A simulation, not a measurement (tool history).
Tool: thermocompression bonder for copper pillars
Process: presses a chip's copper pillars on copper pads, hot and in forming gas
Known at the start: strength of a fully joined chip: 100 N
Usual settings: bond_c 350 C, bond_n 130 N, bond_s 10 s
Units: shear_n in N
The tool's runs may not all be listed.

run   hour  bond_c  bond_n  bond_s  shear_n
  1    0.0     350     130      10     49.8
  2   25.9     350     130      10     49.6
  3   48.6     350     130      10     50.1
  4   62.6     350     130      10     50.4
  5   88.9     350     130      10     48.7
  6  111.3     350     130      10     51.1
  7  124.2     350     104      10     42.4
  8  138.9     350     104      10     42.5
  9  169.9     350     175      10     60.0
 10  185.3     350     115      10     45.6
     198.9  -- forming gas filter changed
 11  215.5     350     183      10     63.0
 12  237.4     350     130      27     69.5
 13  268.3     350     130      27     69.3
 14  285.0     350     130      27     67.7
 15  303.3     332      92      10     31.9
 16  331.0     335     117      24     53.5
 17  349.4     350     129      10     49.1
 18  362.7     327     190      10     49.4
 19  377.1     351     175      24     74.9

Run 20 comes next. What will it give?
 20  404.7     340     177      10        ?

{"run 20": {"shear_n": 56.9}}
Without the tool's hidden state the same run would have given shear_n 56.9 N.
